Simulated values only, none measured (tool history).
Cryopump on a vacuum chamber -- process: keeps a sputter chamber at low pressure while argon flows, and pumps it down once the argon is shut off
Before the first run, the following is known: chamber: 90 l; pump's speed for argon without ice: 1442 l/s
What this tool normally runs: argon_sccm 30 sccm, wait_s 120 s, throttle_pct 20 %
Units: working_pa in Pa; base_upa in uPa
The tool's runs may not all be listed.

run	hour	argon_sccm	wait_s	throttle_pct	working_pa	base_upa
1	0	30	120	20	0.1809	1.55
2	49	30	120	20	0.183	1.61
3	141	30	120	20	0.1859	1.68
4	233.1	30	120	20	0.1867	1.88
5	279.1	30	120	20	0.1869	1.99
6	386.4	30	120	29	0.1354	2.14
7	474.2	30	120	31	0.1299	2.35
8	569.1	30	126	31	0.1324	2.64
# hour 642.9: pump warmed up, emptied and cooled again
9	643.2	17	120	20	0.0987	2.1
10	693.4	17	120	20	0.1021	2.15
11	757.2	17	120	20	0.1032	2.23
12	815.8	30	120	20	0.1814	2.28
13	866.3	30	120	20	0.1819	2.47
14	929.6	30	120	20	0.182	2.65
15	1001.8	30	232	20	0.1846	2.44
16	1107.3	30	50	42	0.0955	3.95
17	1213.6	30	50	42	0.0969	4.13
18	1260	30	62	21	0.1812	3.9
19	1314.5	30	62	21	0.1857	4.03
20	1401.2	30	134	39	0.1087	3.68
# hour 1422.1: leaking fittings of the chamber tightened, without venting
# hour 1518.1: pump warmed up, emptied and cooled again
21	1518.1	30	134	39	0.0923	0.97
22	1612.5	30	120	28	0.1305	1.12
23	1677.9	41	28	23	0.2156	3.53

Forecast run 24:
24	1730.3	41	28	23	?	?

{"run 24": {"working_pa": 0.2157, "base_upa": 3.43}}
With the hidden condition absent and the run-to-run variation left alone, this run would have shown working_pa 0.2068 Pa, base_upa 3.03 uPa.

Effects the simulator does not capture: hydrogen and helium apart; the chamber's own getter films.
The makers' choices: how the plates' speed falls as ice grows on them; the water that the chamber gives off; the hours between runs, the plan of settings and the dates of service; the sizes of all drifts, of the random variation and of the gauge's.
